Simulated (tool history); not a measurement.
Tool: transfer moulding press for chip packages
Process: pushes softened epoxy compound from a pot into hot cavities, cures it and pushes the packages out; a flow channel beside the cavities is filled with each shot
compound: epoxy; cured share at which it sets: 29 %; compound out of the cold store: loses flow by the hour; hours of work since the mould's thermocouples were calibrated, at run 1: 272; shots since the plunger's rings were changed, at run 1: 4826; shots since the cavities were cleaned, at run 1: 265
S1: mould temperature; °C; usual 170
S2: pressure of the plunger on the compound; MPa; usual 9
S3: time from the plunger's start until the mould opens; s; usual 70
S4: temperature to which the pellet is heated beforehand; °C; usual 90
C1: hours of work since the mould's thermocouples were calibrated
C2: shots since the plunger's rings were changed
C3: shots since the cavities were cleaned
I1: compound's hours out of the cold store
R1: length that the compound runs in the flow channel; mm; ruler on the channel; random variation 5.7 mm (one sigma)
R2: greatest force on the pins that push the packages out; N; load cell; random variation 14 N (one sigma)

run 1 day=0 | S1=170 S2=9 S3=70 S4=90 | C1=272 C2=4826 C3=265 | I1=20.4 | R1=907 R2=1073
run 2 day=0.362 | S1=170 S2=9 S3=70 S4=90 | C1=277 C2=4937 C3=376 | I1=33.4 | R1=901 R2=1095
run 3 day=0.767 | S1=170 S2=9 S3=70 S4=90 | C1=283 C2=5062 C3=501 | I1=38.6 | R1=892 R2=1121
run 4 day=1.192 | S1=170 S2=9 S3=61 S4=90 | C1=289 C2=5191 C3=630 | I1=29.2 | R1=894 R2=1802
run 5 day=1.696 | S1=170 S2=9 S3=61 S4=90 | C1=296 C2=5347 C3=786 | I1=28.8 | R1=900 R2=1928
run 6 day=2.046 | S1=170 S2=9 S3=61 S4=90 | C1=301 C2=5454 C3=893 | I1=45 | R1=869 R2=1864
-- day=2.154 cavities cleaned with cleaning compound and waxed
run 7 day=2.675 | S1=170 S2=9 S3=61 S4=90 | C1=309 C2=5627 C3=160 | I1=35.2 | R1=883 R2=1313
run 8 day=3.038 | S1=170 S2=9 S3=70 S4=90 | C1=314 C2=5740 C3=273 | I1=36.2 | R1=873 R2=1000
run 9 day=3.538 | S1=170 S2=9 S3=70 S4=96 | C1=321 C2=5892 C3=425 | I1=45.4 | R1=867 R2=1017
run 10 day=3.962 | S1=170 S2=9 S3=70 S4=96 | C1=327 C2=6023 C3=556 | I1=12.2 | R1=923 R2=1166
run 11 day=4.412 | S1=170 S2=9 S3=70 S4=96 | C1=333 C2=6161 C3=694 | I1=27.1 | R1=893 R2=1172
run 12 day=4.888 | S1=170 S2=9 S3=70 S4=90 | C1=340 C2=6307 C3=840 | I1=27.2 | R1=901 R2=1322
-- day=5.175 cavities cleaned with cleaning compound and waxed
-- day=5.321 plunger's sealing rings changed
run 13 day=5.538 | S1=170 S2=9 S3=70 S4=90 | C1=347 C2=67 C3=79 | I1=16.5 | R1=970 R2=801
run 14 day=6.012 | S1=170 S2=9 S3=70 S4=90 | C1=354 C2=213 C3=225 | I1=27.8 | R1=939 R2=965
run 15 day=6.338 | S1=175 S2=7.3 S3=70 S4=90 | C1=358 C2=313 C3=325 | I1=27.3 | R1=825 R2=716
run 16 day=6.708 | S1=170 S2=6.86 S3=70 S4=95 | C1=363 C2=426 C3=438 | I1=34.6 | R1=809 R2=1085
run 17 day=7.271 | S1=170 S2=6.86 S3=70 S4=95 | C1=371 C2=600 C3=612 | I1=40.2 | R1=804 R2=1124
run 18 day=7.875 | S1=170 S2=6.86 S3=70 S4=95 | C1=380 C2=785 C3=797 | I1=10.1 | R1=848 R2=1287
-- day=8.267 cavities cleaned with cleaning compound and waxed
run 19 day=8.529 | S1=169 S2=9 S3=68 S4=90 | C1=388 C2=966 C3=80 | I1=9.9 | R1=981 R2=955
run 20 day=9.138 | S1=169 S2=10.21 S3=68 S4=90 | C1=397 C2=1153 C3=267 | I1=22 | R1=1014 R2=1191
run 21 day=9.533 | S1=172 S2=10.21 S3=68 S4=89 | C1=402 C2=1274 C3=388 | I1=15.1 | R1=1018 R2=1016
run 22 day=10.067 | S1=172 S2=10.21 S3=70 S4=80 | C1=410 C2=1439 C3=553 | I1=40.7 | R1=957 R2=1037
run 23 day=10.333 | S1=170 S2=9.78 S3=105 S4=90 | C1=414 C2=1520 C3=634 | I1=40.4 | R1=938 R2=595
run 24 day=10.75 | S1=170 S2=8.64 S3=95 S4=90 | C1=420 C2=1648 C3=762 | I1=39 | R1=895 R2=656
-- day=11.258 cavities cleaned with cleaning compound and waxed
run 25 day=11.258 | S1=170 S2=6.89 S3=75 S4=88 | C1=426 C2=1784 C3=0 | I1=46.6 | R1=779 R2=519
run 26 day=11.825 | S1=170 S2=6.89 S3=75 S4=88 | C1=434 C2=1959 C3=175 | I1=28.7 | R1=797 R2=750
run 27 day=12.146 | S1=169 S2=9 S3=77 S4=90 | C1=438 C2=2057 C3=273 | I1=9.3 | R1=975 R2=838
run 28 day=12.479 | S1=168 S2=8.19 S3=86 S4=90 | C1=443 C2=2160 C3=376 | I1=12.8 | R1=922 R2=789

Some steps in R1 between neighbouring runs. How much of each would the tool show without its hidden state too (settings, what came in, random variation), and how much is left for the hidden state, with any gauge scatter that isn't in both results?
The hidden state here: true mould temperature over the reading, C; pressure that reaches the compound, % of what is set; grip of the stained cavities, % over clean ones'; drift of the gauge itself on flow_mm, %; drift of the gauge itself on push_out_n, %.
Run 12 -> 13: cavities cleaned with cleaning compound and waxed, plunger's sealing rings changed. R1 +69 mm: hidden state +48, all else +21.
Run 18 -> 19: S1 170 -> 169, S2 6.86 -> 9, S3 70 -> 68, S4 95 -> 90, cavities cleaned with cleaning compound and waxed. R1 +133 mm: hidden state -4, all else +137.
Run 26 -> 27: S1 170 -> 169, S2 6.89 -> 9, S3 75 -> 77, S4 88 -> 90. R1 +178 mm: hidden state -5, all else +183.

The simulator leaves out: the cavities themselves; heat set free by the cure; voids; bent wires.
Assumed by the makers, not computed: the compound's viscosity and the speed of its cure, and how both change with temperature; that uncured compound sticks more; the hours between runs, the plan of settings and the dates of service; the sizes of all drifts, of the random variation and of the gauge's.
